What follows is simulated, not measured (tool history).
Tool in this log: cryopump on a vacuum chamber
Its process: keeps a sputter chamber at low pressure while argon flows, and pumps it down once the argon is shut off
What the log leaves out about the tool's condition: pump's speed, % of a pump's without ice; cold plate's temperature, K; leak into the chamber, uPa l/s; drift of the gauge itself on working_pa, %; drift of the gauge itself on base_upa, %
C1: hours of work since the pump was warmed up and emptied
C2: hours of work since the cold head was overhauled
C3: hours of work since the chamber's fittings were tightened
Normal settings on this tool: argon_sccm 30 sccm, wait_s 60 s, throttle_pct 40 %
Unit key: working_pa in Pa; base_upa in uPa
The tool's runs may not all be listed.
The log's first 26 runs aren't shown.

Run 27, hour 886.1: usual settings but argon_sccm 40 sccm, wait_s 32 s, throttle_pct 26 %; C1 332; C2 1131; C3 1686. Result: working_pa 0.2238 Pa, base_upa 3.17 uPa.
Run 28, hour 913.3: usual settings but argon_sccm 22 sccm, wait_s 35 s; C1 343; C2 1142; C3 1697. Result: working_pa 0.0818 Pa, base_upa 2.98 uPa.
Run 29, hour 941.4: usual settings but argon_sccm 22 sccm, wait_s 35 s; C1 355; C2 1154; C3 1709. Result: working_pa 0.0814 Pa, base_upa 2.99 uPa.
Run 30, hour 966.1: usual settings but argon_sccm 22 sccm, wait_s 35 s; C1 365; C2 1164; C3 1719. Result: working_pa 0.0821 Pa, base_upa 3.06 uPa.
Run 31, hour 1014.7: usual settings but argon_sccm 22 sccm, wait_s 35 s; C1 385; C2 1184; C3 1739. Result: working_pa 0.0828 Pa, base_upa 3.03 uPa.
Run 32, hour 1044.2: usual settings but argon_sccm 43 sccm, wait_s 35 s, throttle_pct 49 %; C1 398; C2 1197; C3 1751. Result: working_pa 0.1326 Pa, base_upa 3.08 uPa.
Run 33, hour 1071.6: usual settings but argon_sccm 16 sccm, wait_s 43 s, throttle_pct 21 %; C1 409; C2 1208; C3 1763. Result: working_pa 0.1116 Pa, base_upa 2.73 uPa.
Run 34, hour 1095.4: usual settings but argon_sccm 16 sccm, wait_s 53 s, throttle_pct 18 %; C1 419; C2 1218; C3 1773. Result: working_pa 0.1291 Pa, base_upa 2.53 uPa.

Forecast each of these 3 alternatives for the next run:
Run A, hour 1126.6: usual settings but argon_sccm 34 sccm, wait_s 135 s; C1 432; C2 1231; C3 1785. Result: working_pa ?, base_upa ?.
Run B, hour 1126.6: usual settings but wait_s 63 s; C1 432; C2 1231; C3 1785. Result: working_pa ?, base_upa ?.
Run C, hour 1126.6: usual settings but argon_sccm 16 sccm, wait_s 21 s, throttle_pct 20 %; C1 432; C2 1231; C3 1785. Result: working_pa ?, base_upa ?.

run  working_pa  base_upa
  A      0.1292      1.91
  B      0.1118      2.35
  C      0.1175      4.19
The same runs, with their run-to-run variation unchanged, on a tool lacking any hidden condition would have given:
run  working_pa  base_upa
  A      0.1202      0.68
  B      0.1039      1.11
  C      0.1133      2.96
